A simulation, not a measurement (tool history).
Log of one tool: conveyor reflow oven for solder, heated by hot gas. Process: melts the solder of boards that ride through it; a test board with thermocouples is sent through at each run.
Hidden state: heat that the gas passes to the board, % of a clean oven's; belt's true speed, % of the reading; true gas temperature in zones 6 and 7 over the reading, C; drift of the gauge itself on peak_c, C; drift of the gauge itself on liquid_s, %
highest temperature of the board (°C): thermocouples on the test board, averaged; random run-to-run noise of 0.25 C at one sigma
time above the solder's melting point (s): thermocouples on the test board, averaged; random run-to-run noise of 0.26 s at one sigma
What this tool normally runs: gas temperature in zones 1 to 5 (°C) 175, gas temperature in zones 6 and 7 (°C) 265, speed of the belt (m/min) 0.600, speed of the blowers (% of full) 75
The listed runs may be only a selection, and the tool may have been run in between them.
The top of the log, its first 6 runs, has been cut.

run	day	gas temperature in zones 1 to 5 (°C)	gas temperature in zones 6 and 7 (°C)	speed of the belt (m/min)	speed of the blowers (% of full)	hours of work since the flux was cleaned out	hours of work since the belt drive was overhauled	hours of work since the thermocouples were changed	highest temperature of the board (°C)	time above the solder's melting point (s)
7	2.279	175	263	0.600	75	189	292	533	247.5	57.0
8	2.762	175	263	0.600	75	195	298	539	247.5	56.7
9	3.208	175	265	0.600	75	200	303	545	248.9	58.3
10	3.675	175	265	0.600	75	206	309	550	249.2	58.1
11	4.175	175	265	0.610	75	212	315	557	248.9	56.6
12	4.633	175	265	0.600	75	218	321	562	248.5	57.9
13	5.150	175	265	0.600	75	224	327	569	249.0	57.7
14	5.667	175	265	0.600	75	231	334	575	248.7	57.9
15	6.142	175	265	0.600	75	237	340	581	248.9	57.3
16	6.558	172	257	0.568	76	242	345	586	242.8	55.4
17	6.912	163	279	0.649	60	246	349	591	251.3	49.8
18	7.162	182	279	0.481	61	249	353	594	265.6	89.7
19	7.454	164	279	0.662	55	253	356	598	248.5	45.4

Estimate the outcome of run 20 from the log above:
20	8.000	164	279	0.668	55	260	363	604	?	?

highest temperature of the board (°C): 248.0
time above the solder's melting point (s): 44.8
Had the tool carried no hidden state, the very same run would have given highest temperature of the board (°C) 251.5, time above the solder's melting point (s) 47.8.
